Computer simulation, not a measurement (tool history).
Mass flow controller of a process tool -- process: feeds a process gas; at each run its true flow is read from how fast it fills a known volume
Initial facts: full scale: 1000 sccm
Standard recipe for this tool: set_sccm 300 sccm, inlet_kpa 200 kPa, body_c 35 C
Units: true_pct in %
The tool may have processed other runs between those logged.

| run | hour | set_sccm | inlet_kpa | body_c | true_pct |
|---|---|---|---|---|---|
| 1 | 0.0 | 300 | 200 | 35 | 100.58 |
| 2 | 170.3 | 300 | 200 | 35 | 100.67 |
| 3 | 456.5 | 300 | 200 | 35 | 100.64 |
| 4 | 661.8 | 300 | 200 | 35 | 100.76 |
| 5 | 817.2 | 300 | 200 | 35 | 100.81 |
| 6 | 969.1 | 396 | 200 | 35 | 100.97 |
| 7 | 1234.3 | 683 | 200 | 35 | 101.13 |
| 8 | 1463.6 | 683 | 200 | 35 | 101.24 |
| 9 | 1680.6 | 307 | 200 | 35 | 100.94 |
| 10 | 1836.1 | 300 | 200 | 36 | 101.08 |
| 11 | 2040.0 | 300 | 170 | 36 | 101.44 |
| 12 | 2245.3 | 300 | 217 | 35 | 101.12 |
| 13 | 2581.6 | 300 | 218 | 35 | 101.18 |
| 14 | 2889.1 | 300 | 218 | 35 | 101.10 |
| 15 | 3083.1 | 300 | 218 | 35 | 101.23 |
| 16 | 3389.1 | 300 | 178 | 36 | 101.66 |
| 17 | 3740.2 | 719 | 192 | 35 | 101.80 |
| 18 | 3904.4 | 719 | 192 | 35 | 101.73 |
| 19 | 4261.8 | 719 | 192 | 35 | 101.75 |
| 20 | 4586.1 | 195 | 152 | 34 | 101.76 |
|  | 4664.1 | controller's zero set anew |
| 21 | 4736.6 | 213 | 249 | 35 | 101.29 |
| 22 | 5097.4 | 206 | 180 | 22 | 100.50 |
| 23 | 5242.5 | 300 | 223 | 35 | 101.72 |
|  | 5561.8 | gauge calibrated |
| 24 | 5561.8 | 300 | 200 | 37 | 100.78 |

What if the next run were any one of these 5? Each begins from the tool's condition after run 24:
| A | 5899.2 | 246 | 207 | 27 | ? |
| B | 5899.2 | 827 | 273 | 32 | ? |
| C | 5899.2 | 300 | 153 | 35 | ? |
| D | 5899.2 | 215 | 225 | 34 | ? |
| E | 5899.2 | 409 | 265 | 34 | ? |

| run | true_pct |
|---|---|
| A | 99.82 |
| B | 100.40 |
| C | 100.86 |
| D | 100.58 |
| E | 100.47 |
The same runs, with their run-to-run variation unchanged, on a tool lacking any hidden condition would have given:
| run | true_pct |
|---|---|
| A | 99.74 |
| B | 100.32 |
| C | 100.78 |
| D | 100.50 |
| E | 100.39 |
